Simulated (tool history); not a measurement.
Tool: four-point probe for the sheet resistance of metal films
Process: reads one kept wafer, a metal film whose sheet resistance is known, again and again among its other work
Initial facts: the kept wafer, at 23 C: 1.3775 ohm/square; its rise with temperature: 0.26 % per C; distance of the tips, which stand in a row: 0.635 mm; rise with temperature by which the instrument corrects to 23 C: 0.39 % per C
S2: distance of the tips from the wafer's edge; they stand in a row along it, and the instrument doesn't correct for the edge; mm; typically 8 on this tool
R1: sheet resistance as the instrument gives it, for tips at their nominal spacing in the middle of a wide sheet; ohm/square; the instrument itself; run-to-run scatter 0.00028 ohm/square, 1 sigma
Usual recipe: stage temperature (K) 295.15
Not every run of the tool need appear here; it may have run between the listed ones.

{"run": 1, "day": 0.0, "stage temperature (K)": 295.15, "S2": 8, "R1": 1.383619}
{"run": 2, "day": 0.508, "stage temperature (K)": 298.15, "S2": 8, "R1": 1.37828}
{"run": 3, "day": 1.088, "stage temperature (K)": 298.15, "S2": 8, "R1": 1.378703}
{"run": 4, "day": 1.7, "stage temperature (K)": 298.15, "S2": 8, "R1": 1.378698}
{"run": 5, "day": 2.004, "stage temperature (K)": 298.15, "S2": 47, "R1": 1.37391}
{"run": 6, "day": 2.492, "stage temperature (K)": 295.15, "S2": 8, "R1": 1.384088}
{"run": 7, "day": 2.888, "stage temperature (K)": 295.15, "S2": 13, "R1": 1.380508}
{"run": 8, "day": 3.412, "stage temperature (K)": 291.15, "S2": 8, "R1": 1.39087}
{"run": 9, "day": 3.871, "stage temperature (K)": 294.15, "S2": 8, "R1": 1.385819}
{"run": 10, "day": 4.342, "stage temperature (K)": 302.15, "S2": 8, "R1": 1.371669}
{"run": 11, "day": 4.708, "stage temperature (K)": 292.15, "S2": 19, "R1": 1.384866}
{"run": 12, "day": 5.242, "stage temperature (K)": 292.15, "S2": 19, "R1": 1.385352}
{"run": 13, "day": 5.733, "stage temperature (K)": 297.15, "S2": 22, "R1": 1.376178}

Run 14 comes next. What will it give?
{"run": 14, "day": 6.146, "stage temperature (K)": 297.15, "S2": 22, "R1": "?"}

For run 14 the tool returned R1 1.376517 ohm/square.
Take away the tool's hidden state, keep the run-to-run variation as it was, and the same run would have given R1 1.376630 ohm/square.
